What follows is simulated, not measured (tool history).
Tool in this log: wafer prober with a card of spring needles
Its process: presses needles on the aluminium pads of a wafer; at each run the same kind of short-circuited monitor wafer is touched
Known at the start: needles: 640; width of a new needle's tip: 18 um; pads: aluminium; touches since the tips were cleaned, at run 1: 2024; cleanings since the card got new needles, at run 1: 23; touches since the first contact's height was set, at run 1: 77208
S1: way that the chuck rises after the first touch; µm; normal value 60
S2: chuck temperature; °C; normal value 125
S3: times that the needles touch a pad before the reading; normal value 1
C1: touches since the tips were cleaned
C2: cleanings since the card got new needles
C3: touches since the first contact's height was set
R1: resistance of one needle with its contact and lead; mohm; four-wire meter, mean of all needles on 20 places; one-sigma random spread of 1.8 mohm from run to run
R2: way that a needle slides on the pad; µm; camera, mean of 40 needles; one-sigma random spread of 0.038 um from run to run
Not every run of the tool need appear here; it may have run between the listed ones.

Run 1, day 0: usual settings; C1 2024; C2 23; C3 77208. Result: R1 179 mohm, R2 14.64 µm.
At day 0.462: tips cleaned on abrasive film.
Run 2, day 0.633: usual settings but S2 117 °C; C1 2608; C2 24; C3 86776. Result: R1 178 mohm, R2 14.63 µm.
At day 1.033: tips cleaned on abrasive film.
Run 3, day 1.471: usual settings but S2 117 °C; C1 6657; C2 25; C3 99386. Result: R1 178 mohm, R2 14.68 µm.
At day 1.65: tips cleaned on abrasive film.
Run 4, day 1.975: usual settings but S3 2; C1 4920; C2 26; C3 106937. Result: R1 180 mohm, R2 14.67 µm.
At day 2.25: tips cleaned on abrasive film.
Run 5, day 2.717: usual settings; C1 7087; C2 27; C3 118180. Result: R1 182 mohm, R2 14.61 µm.
At day 2.808: tips cleaned on abrasive film.
Run 6, day 3.096: usual settings but S2 33 °C; C1 4343; C2 28; C3 123807. Result: R1 167 mohm, R2 14.54 µm.
At day 3.396: tips cleaned on abrasive film.
Run 7, day 3.583: usual settings but S1 53 µm, S2 115 °C; C1 2847; C2 29; C3 131162. Result: R1 181 mohm, R2 12.87 µm.
At day 4.004: tips cleaned on abrasive film.
At day 4.017: height of the first contact set anew.
Run 8, day 4.225: usual settings but S1 62 µm; C1 3146; C2 30; C3 3146. Result: R1 181 mohm, R2 15.05 µm.
At day 4.625: tips cleaned on abrasive film.
Run 9, day 4.933: usual settings but S2 90 °C; C1 4681; C2 31; C3 13830. Result: R1 172 mohm, R2 14.51 µm.
At day 5.229: tips cleaned on abrasive film.
Run 10, day 5.758: usual settings but S2 27 °C, S3 2; C1 8060; C2 32; C3 26281. Result: R1 162 mohm, R2 14.54 µm.
At day 5.804: tips cleaned on abrasive film.
At day 6.379: tips cleaned on abrasive film.
Run 11, day 6.412: usual settings but S1 78 µm, S2 53 °C; C1 507; C2 34; C3 36076. Result: R1 167 mohm, R2 18.94 µm.
At day 6.967: tips cleaned on abrasive film.
Run 12, day 7.212: usual settings but S1 66 µm, S2 53 °C, S3 2; C1 3712; C2 35; C3 48110. Result: R1 169 mohm, R2 15.98 µm.

Subtracting, for every run, the result it would have given without the tool's unlogged condition from the measured result gives the following. The same run-to-run variation enters both numbers; the gauge's scatter may not:
Unlogged tool condition in this case: debris on the tips, nm; way that the needles fall short of the set height, um; tips' diameter, um; drift of the gauge itself on contact_mohm, %; drift of the gauge itself on scrub_um, %.
run     R2
  1  -0.01
  2  -0.01
  3  -0.02
  4  -0.04
  5  -0.04
  6  -0.05
  7  -0.05
  8  -0.06
  9  -0.07
 10  -0.08
 11  -0.11
 12  -0.11
R1: at most 1 mohm away from the measurement, every run.
